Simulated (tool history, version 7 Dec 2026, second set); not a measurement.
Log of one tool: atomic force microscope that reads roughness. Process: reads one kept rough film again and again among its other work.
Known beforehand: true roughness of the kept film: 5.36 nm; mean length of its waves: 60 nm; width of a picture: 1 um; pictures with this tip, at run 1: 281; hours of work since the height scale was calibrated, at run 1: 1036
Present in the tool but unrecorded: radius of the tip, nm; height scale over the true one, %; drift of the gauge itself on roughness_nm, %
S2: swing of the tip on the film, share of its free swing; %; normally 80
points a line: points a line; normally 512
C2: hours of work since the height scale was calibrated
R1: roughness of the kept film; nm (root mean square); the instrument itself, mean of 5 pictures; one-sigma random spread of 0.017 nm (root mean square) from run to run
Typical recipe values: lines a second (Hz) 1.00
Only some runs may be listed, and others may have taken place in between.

{"run": 1, "hour": 0.0, "lines a second (Hz)": 1.0, "S2": 80, "points a line": 512, "pictures with this tip": 281, "C2": 1036, "R1": 4.577}
{"run": 2, "hour": 23.6, "lines a second (Hz)": 0.69, "S2": 80, "points a line": 512, "pictures with this tip": 329, "C2": 1052, "R1": 4.663}
{"hour": 26.9, "done": "new tip fitted"}
{"run": 3, "hour": 68.8, "lines a second (Hz)": 0.69, "S2": 80, "points a line": 512, "pictures with this tip": 86, "C2": 1083, "R1": 4.807}
{"run": 4, "hour": 95.3, "lines a second (Hz)": 0.88, "S2": 80, "points a line": 512, "pictures with this tip": 140, "C2": 1101, "R1": 4.731}
{"run": 5, "hour": 130.3, "lines a second (Hz)": 2.23, "S2": 80, "points a line": 512, "pictures with this tip": 212, "C2": 1124, "R1": 4.274}
{"run": 6, "hour": 160.2, "lines a second (Hz)": 2.23, "S2": 80, "points a line": 512, "pictures with this tip": 273, "C2": 1145, "R1": 4.218}
{"hour": 192.3, "done": "new tip fitted"}
{"run": 7, "hour": 194.5, "lines a second (Hz)": 0.7, "S2": 80, "points a line": 512, "pictures with this tip": 5, "C2": 1168, "R1": 4.873}
{"run": 8, "hour": 220.5, "lines a second (Hz)": 0.7, "S2": 80, "points a line": 512, "pictures with this tip": 58, "C2": 1185, "R1": 4.846}
{"run": 9, "hour": 274.0, "lines a second (Hz)": 0.7, "S2": 65, "points a line": 512, "pictures with this tip": 167, "C2": 1222, "R1": 4.957}
{"run": 10, "hour": 305.6, "lines a second (Hz)": 0.7, "S2": 65, "points a line": 512, "pictures with this tip": 232, "C2": 1243, "R1": 4.863}
{"run": 11, "hour": 348.6, "lines a second (Hz)": 0.7, "S2": 88, "points a line": 512, "pictures with this tip": 320, "C2": 1273, "R1": 4.551}
{"hour": 359.4, "done": "new tip fitted"}
{"run": 12, "hour": 399.2, "lines a second (Hz)": 0.7, "S2": 88, "points a line": 512, "pictures with this tip": 81, "C2": 1307, "R1": 4.697}
{"run": 13, "hour": 425.0, "lines a second (Hz)": 1.0, "S2": 76, "points a line": 512, "pictures with this tip": 134, "C2": 1324, "R1": 4.739}
{"run": 14, "hour": 471.8, "lines a second (Hz)": 3.78, "S2": 80, "points a line": 512, "pictures with this tip": 230, "C2": 1356, "R1": 3.852}
{"run": 15, "hour": 514.5, "lines a second (Hz)": 3.78, "S2": 80, "points a line": 512, "pictures with this tip": 317, "C2": 1385, "R1": 3.792}
{"hour": 524.0, "done": "new tip fitted"}
{"run": 16, "hour": 560.0, "lines a second (Hz)": 3.78, "S2": 80, "points a line": 512, "pictures with this tip": 74, "C2": 1416, "R1": 3.9}
{"run": 17, "hour": 613.2, "lines a second (Hz)": 1.0, "S2": 80, "points a line": 512, "pictures with this tip": 183, "C2": 1452, "R1": 4.672}
{"run": 18, "hour": 649.9, "lines a second (Hz)": 1.35, "S2": 80, "points a line": 512, "pictures with this tip": 258, "C2": 1477, "R1": 4.498}
{"hour": 688.3, "done": "new tip fitted"}
{"run": 19, "hour": 688.3, "lines a second (Hz)": 0.84, "S2": 80, "points a line": 512, "pictures with this tip": 0, "C2": 1503, "R1": 4.791}
{"run": 20, "hour": 735.5, "lines a second (Hz)": 0.84, "S2": 80, "points a line": 512, "pictures with this tip": 97, "C2": 1535, "R1": 4.766}
{"run": 21, "hour": 768.7, "lines a second (Hz)": 0.84, "S2": 80, "points a line": 512, "pictures with this tip": 164, "C2": 1557, "R1": 4.719}
{"run": 22, "hour": 822.0, "lines a second (Hz)": 0.84, "S2": 80, "points a line": 512, "pictures with this tip": 273, "C2": 1594, "R1": 4.637}
{"hour": 853.4, "done": "new tip fitted"}
{"run": 23, "hour": 870.9, "lines a second (Hz)": 2.39, "S2": 80, "points a line": 512, "pictures with this tip": 35, "C2": 1627, "R1": 4.273}
{"run": 24, "hour": 925.3, "lines a second (Hz)": 2.39, "S2": 80, "points a line": 512, "pictures with this tip": 146, "C2": 1664, "R1": 4.214}
{"hour": 930.2, "done": "height scale calibrated on a step standard"}
{"run": 25, "hour": 953.0, "lines a second (Hz)": 1.0, "S2": 80, "points a line": 512, "pictures with this tip": 201, "C2": 15, "R1": 4.633}
{"run": 26, "hour": 992.0, "lines a second (Hz)": 1.0, "S2": 80, "points a line": 512, "pictures with this tip": 281, "C2": 42, "R1": 4.582}
{"hour": 1021.5, "done": "new tip fitted"}
{"run": 27, "hour": 1037.1, "lines a second (Hz)": 1.0, "S2": 80, "points a line": 512, "pictures with this tip": 32, "C2": 72, "R1": 4.721}
{"hour": 1042.2, "done": "height scale calibrated on a step standard, once more"}
{"run": 28, "hour": 1091.9, "lines a second (Hz)": 1.09, "S2": 81, "points a line": 514, "pictures with this tip": 142, "C2": 34, "R1": 4.691}
{"run": 29, "hour": 1116.1, "lines a second (Hz)": 1.09, "S2": 81, "points a line": 1018, "pictures with this tip": 191, "C2": 50, "R1": 4.66}
{"run": 30, "hour": 1154.9, "lines a second (Hz)": 2.04, "S2": 83, "points a line": 1018, "pictures with this tip": 271, "C2": 77, "R1": 4.241}
{"run": 31, "hour": 1182.3, "lines a second (Hz)": 0.62, "S2": 86, "points a line": 575, "pictures with this tip": 327, "C2": 95, "R1": 4.685}
{"hour": 1186.9, "done": "new tip fitted"}
{"run": 32, "hour": 1228.1, "lines a second (Hz)": 1.0, "S2": 71, "points a line": 283, "pictures with this tip": 84, "C2": 126, "R1": 4.903}
{"run": 33, "hour": 1256.5, "lines a second (Hz)": 1.0, "S2": 89, "points a line": 512, "pictures with this tip": 142, "C2": 145, "R1": 4.559}
{"run": 34, "hour": 1305.7, "lines a second (Hz)": 1.0, "S2": 89, "points a line": 512, "pictures with this tip": 243, "C2": 179, "R1": 4.515}
{"run": 35, "hour": 1346.2, "lines a second (Hz)": 1.0, "S2": 89, "points a line": 512, "pictures with this tip": 326, "C2": 206, "R1": 4.47}
{"hour": 1350.7, "done": "new tip fitted"}
{"run": 36, "hour": 1370.9, "lines a second (Hz)": 1.0, "S2": 89, "points a line": 512, "pictures with this tip": 41, "C2": 223, "R1": 4.594}
{"run": 37, "hour": 1425.1, "lines a second (Hz)": 1.0, "S2": 89, "points a line": 512, "pictures with this tip": 152, "C2": 260, "R1": 4.504}
{"run": 38, "hour": 1475.8, "lines a second (Hz)": 1.9, "S2": 65, "points a line": 576, "pictures with this tip": 256, "C2": 294, "R1": 4.681}
{"hour": 1516.3, "done": "new tip fitted"}
{"run": 39, "hour": 1527.4, "lines a second (Hz)": 0.72, "S2": 88, "points a line": 797, "pictures with this tip": 23, "C2": 329, "R1": 4.792}
{"run": 40, "hour": 1549.5, "lines a second (Hz)": 1.51, "S2": 80, "points a line": 512, "pictures with this tip": 68, "C2": 344, "R1": 4.563}
{"run": 41, "hour": 1586.9, "lines a second (Hz)": 2.81, "S2": 57, "points a line": 942, "pictures with this tip": 145, "C2": 370, "R1": 4.817}
{"run": 42, "hour": 1632.6, "lines a second (Hz)": 1.0, "S2": 70, "points a line": 374, "pictures with this tip": 238, "C2": 401, "R1": 4.821}
{"run": 43, "hour": 1673.8, "lines a second (Hz)": 1.0, "S2": 71, "points a line": 451, "pictures with this tip": 322, "C2": 429, "R1": 4.759}
{"hour": 1682.9, "done": "new tip fitted"}
{"run": 44, "hour": 1722.5, "lines a second (Hz)": 2.24, "S2": 77, "points a line": 363, "pictures with this tip": 81, "C2": 462, "R1": 4.419}
{"run": 45, "hour": 1750.9, "lines a second (Hz)": 1.0, "S2": 80, "points a line": 305, "pictures with this tip": 139, "C2": 481, "R1": 4.691}
{"run": 46, "hour": 1780.3, "lines a second (Hz)": 1.0, "S2": 80, "points a line": 305, "pictures with this tip": 199, "C2": 501, "R1": 4.656}
{"run": 47, "hour": 1818.9, "lines a second (Hz)": 3.9, "S2": 80, "points a line": 512, "pictures with this tip": 278, "C2": 527, "R1": 3.789}
{"hour": 1848.5, "done": "new tip fitted"}
{"run": 48, "hour": 1860.3, "lines a second (Hz)": 3.9, "S2": 80, "points a line": 512, "pictures with this tip": 24, "C2": 555, "R1": 3.918}
{"run": 49, "hour": 1887.6, "lines a second (Hz)": 1.0, "S2": 80, "points a line": 287, "pictures with this tip": 79, "C2": 573, "R1": 4.735}
{"run": 50, "hour": 1941.3, "lines a second (Hz)": 1.0, "S2": 71, "points a line": 799, "pictures with this tip": 189, "C2": 610, "R1": 4.8}
{"run": 51, "hour": 1971.4, "lines a second (Hz)": 0.53, "S2": 72, "points a line": 799, "pictures with this tip": 251, "C2": 630, "R1": 4.853}

Consider 5 possible next runs. They are alternatives, not a sequence: every one starts from the tool as it was left by run 51. What does each give?
{"run": "A", "hour": 1996.4, "lines a second (Hz)": 0.53, "S2": 83, "points a line": 799, "pictures with this tip": 302, "C2": 647, "R1": "?"}
{"run": "B", "hour": 1996.4, "lines a second (Hz)": 3.84, "S2": 80, "points a line": 808, "pictures with this tip": 302, "C2": 647, "R1": "?"}
{"run": "C", "hour": 1996.4, "lines a second (Hz)": 0.53, "S2": 67, "points a line": 717, "pictures with this tip": 302, "C2": 647, "R1": "?"}
{"run": "D", "hour": 1996.4, "lines a second (Hz)": 1.66, "S2": 88, "points a line": 279, "pictures with this tip": 302, "C2": 647, "R1": "?"}
{"run": "E", "hour": 1996.4, "lines a second (Hz)": 0.52, "S2": 80, "points a line": 359, "pictures with this tip": 302, "C2": 647, "R1": "?"}

run=A R1=4.747
run=B R1=3.807
run=C R1=4.832
run=D R1=4.193
run=E R1=4.775
What these runs would have given with no unlogged condition in the tool:
run=A R1=4.962
run=B R1=3.980
run=C R1=5.052
run=D R1=4.383
run=E R1=4.992
